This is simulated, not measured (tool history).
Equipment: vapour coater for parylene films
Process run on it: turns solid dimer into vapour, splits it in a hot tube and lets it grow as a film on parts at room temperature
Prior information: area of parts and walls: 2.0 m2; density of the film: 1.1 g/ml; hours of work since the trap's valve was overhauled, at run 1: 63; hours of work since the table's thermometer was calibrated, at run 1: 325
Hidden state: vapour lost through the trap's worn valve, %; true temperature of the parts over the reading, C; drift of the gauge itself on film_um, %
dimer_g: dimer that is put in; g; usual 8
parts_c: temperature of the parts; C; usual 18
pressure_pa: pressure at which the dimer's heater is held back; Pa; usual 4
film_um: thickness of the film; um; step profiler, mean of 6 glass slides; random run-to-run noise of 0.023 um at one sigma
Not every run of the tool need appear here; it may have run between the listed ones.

run   hour  dimer_g  parts_c  pressure_pa  hours of work since the trap's valve was overhauled  hours of work since the table's thermometer was calibrated  film_um
  1      0        8       18            4                                                   63                                                         325     1.85
  2   10.7        8       18            4                                                   68                                                         329     1.84
  3   24.4        8       18            4                                                   74                                                         335     1.87
  4   37.6        8       18            4                                                   79                                                         341     1.88
  5     53        8       12            4                                                   86                                                         348      2.3
  6   73.7        8       18            4                                                   95                                                         356     1.85
  7   86.5        8       18            4                                                  100                                                         362     1.86
  8    104        4       18            4                                                  108                                                         369     0.92
  9  113.7        4       18            4                                                  112                                                         374      0.9
 10  133.2        4       18            4                                                  120                                                         382     0.91
 11  150.9        4       18            4                                                  128                                                         390     0.92
 12  165.7        4       18            4                                                  134                                                         396     0.91
 13  181.7        8       18            4                                                  141                                                         403      1.8
 14    191        8       12            4                                                  145                                                         407     2.27
 15  206.4        8       18            4                                                  152                                                         413     1.81
 16  216.7        8       18            4                                                  156                                                         418     1.83
 17  233.6        8       18         3.93                                                  163                                                         425     1.79
 18  245.7        8       18         3.93                                                  169                                                         430     1.76
 19  263.8        8       18         3.93                                                  176                                                         438     1.83
 20    278        8       18         3.93                                                  183                                                         444     1.79
 21  298.6        8       18            4                                                  191                                                         453     1.81
 22  309.5        8       18            4                                                  196                                                         458     1.77
 23  328.9        8       18            4                                                  204                                                         466      1.8
 24  339.5        8       18         2.44                                                  209                                                         471     1.93
 25  353.4        8       18         2.44                                                  215                                                         477     1.91
 26  370.5        9       11            4                                                  222                                                         484     2.63
 27  380.7        9       11            4                                                  227                                                         488     2.56
 28  398.8       14       18            4                                                  234                                                         496     3.05
 29  419.5       14       22         7.08                                                  243                                                         505     2.45
 30  437.2        3       17         3.12                                                  251                                                         513     0.73
 31  449.2       10       15         6.83                                                  256                                                         518     2.27
 32  460.9       10       15         6.83                                                  261                                                         523     2.24
 33  470.3        7       26         3.35                                                  265                                                         527     1.16
 34  484.2        4       14          2.5                                                  271                                                         533     1.05
 35  501.5        4       14          2.5                                                  279                                                         540     1.09
 36  522.5        6       18         3.21                                                  288                                                         549     1.39
 37  537.6        7       25         6.69                                                  294                                                         556     1.11
 38    560        7       25         6.69                                                  304                                                         565     1.07
 39  576.3        7       25         6.69                                                  311                                                         572     1.11
 40  596.8        6       18            4                                                  319                                                         581     1.29
 41    615        6       18            4                                                  327                                                         589     1.32
     629.5  -- trap's valve overhauled
 42  633.7        6       21        11.17                                                    2                                                         595      1.1
 43  651.6        6       21        11.17                                                    9                                                         603     1.02
 44  663.8        6       21        11.17                                                   15                                                         608     1.04
 45  673.1        6       21        11.17                                                   19                                                         612     1.09
 46  686.9        8       17         2.25                                                   25                                                         618     2.12
 47    708        8       17         2.25                                                   34                                                         627     2.09

Consider 3 possible next runs. They are alternatives, not a sequence: every one starts from the tool as it was left by run 47. What does each give?
  A  718.4        6       17          5.3                                                   38                                                         632        ?
  B  718.4        8       19          4.7                                                   38                                                         632        ?
  C  718.4        8       17         2.25                                                   38                                                         632        ?

run  film_um
  A     1.38
  B     1.72
  C     2.08
Had the tool no hidden state, the same runs would have come out as:
run  film_um
  A      1.4
  B     1.75
  C     2.11

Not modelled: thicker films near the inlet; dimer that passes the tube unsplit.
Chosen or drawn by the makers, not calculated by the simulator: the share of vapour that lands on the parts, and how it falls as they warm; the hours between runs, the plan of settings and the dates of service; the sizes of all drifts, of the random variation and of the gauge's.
